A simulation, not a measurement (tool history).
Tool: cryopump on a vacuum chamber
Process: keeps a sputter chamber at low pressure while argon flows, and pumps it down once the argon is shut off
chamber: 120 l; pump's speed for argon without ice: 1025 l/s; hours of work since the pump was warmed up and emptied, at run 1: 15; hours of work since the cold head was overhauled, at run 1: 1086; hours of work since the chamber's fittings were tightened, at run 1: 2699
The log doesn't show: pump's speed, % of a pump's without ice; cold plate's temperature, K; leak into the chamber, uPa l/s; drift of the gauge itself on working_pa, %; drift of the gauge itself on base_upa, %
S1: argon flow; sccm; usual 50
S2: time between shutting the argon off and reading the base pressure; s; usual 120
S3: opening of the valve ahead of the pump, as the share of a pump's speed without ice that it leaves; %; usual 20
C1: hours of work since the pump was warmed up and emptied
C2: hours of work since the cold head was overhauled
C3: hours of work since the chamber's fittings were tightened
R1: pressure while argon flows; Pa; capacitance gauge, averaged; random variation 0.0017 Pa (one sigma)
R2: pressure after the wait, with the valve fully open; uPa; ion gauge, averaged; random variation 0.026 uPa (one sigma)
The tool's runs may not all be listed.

run,hour,S1,S2,S3,C1,C2,C3,R1,R2
1,0,50,120,20,15,1086,2699,0.4152,3.9
2,37.1,50,120,20,33,1104,2717,0.4138,4
3,78.4,50,120,20,53,1124,2737,0.4167,4.02
4,137.8,50,120,20,82,1153,2766,0.4171,4.09
5,168.7,50,120,20,97,1168,2781,0.415,3.98
6,228.4,50,113,20,126,1197,2810,0.4191,4.18
# hour 246.3: leaking fittings of the chamber tightened, without venting
7,271.5,50,113,20,146,1217,12,0.4191,1.22
8,342.5,50,63,20,181,1252,47,0.4181,1.91
9,404.6,50,63,20,211,1282,77,0.4208,1.93
10,450.2,50,63,20,233,1304,99,0.4157,1.92
11,484,50,120,20,250,1320,116,0.4191,1.28
12,537.1,50,120,20,276,1346,142,0.4219,1.26
13,588,35,120,20,300,1371,166,0.2946,1.28
14,621,26,120,20,316,1387,182,0.2199,1.32
15,685.4,26,71,48,348,1418,214,0.0953,1.9
16,727.3,26,73,28,368,1439,234,0.1572,1.94
17,784.1,26,73,28,396,1466,262,0.1605,1.92
18,847.1,26,73,28,426,1497,292,0.1604,2.03
19,894.1,81,24,20,449,1520,315,0.6911,4.67
20,959.2,66,24,24,481,1552,347,0.4734,4.76
21,991.7,86,89,24,497,1567,363,0.614,1.88
22,1034.3,86,89,24,517,1588,383,0.6151,1.88
23,1101.4,98,120,32,550,1621,416,0.5386,1.61
24,1134.2,98,120,32,566,1637,432,0.5359,1.68

Forecast run 25:
25,1179.6,50,49,54,588,1659,454,?,?

R1: 0.1707 Pa
R2: 2.85 uPa
Without the tool's hidden state the same run would have given R1 0.1532 Pa, R2 2.24 uPa.
